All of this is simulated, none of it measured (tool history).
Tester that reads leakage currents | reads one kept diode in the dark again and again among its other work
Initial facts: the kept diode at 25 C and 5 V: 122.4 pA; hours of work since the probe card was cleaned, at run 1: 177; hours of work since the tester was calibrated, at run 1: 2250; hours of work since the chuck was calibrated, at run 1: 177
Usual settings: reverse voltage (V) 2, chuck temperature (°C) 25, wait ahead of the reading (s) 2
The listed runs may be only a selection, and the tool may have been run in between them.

run,hour,reverse voltage (V),chuck temperature (°C),wait ahead of the reading (s),hours of work since the probe card was cleaned,hours of work since the tester was calibrated,hours of work since the chuck was calibrated,current that the tester gives (pA)
1,0,2,25,2,177,2250,177,82.31
2,58.9,2,56,2,219,2292,219,646.29
3,106.1,2,56,2,252,2325,252,645.01
4,200.2,2,25,2,318,2391,318,83.76
5,282.8,2,25,2,375,2449,375,83.28
# hour 293.3: probe card cleaned and baked
6,353.4,2,25,2,42,2496,423,84.49
7,451.7,2,25,2,111,2565,492,84.82

Estimate the outcome of run 8 from the log above:
# hour 526.1: probe card cleaned and baked, once more
8,552.2,4.71,25,1.75,18,2633,560,?

{"run 8": {"current that the tester gives (pA)": 124.15}}
Without the tool's hidden state the same run would have given current that the tester gives (pA) 118.98.
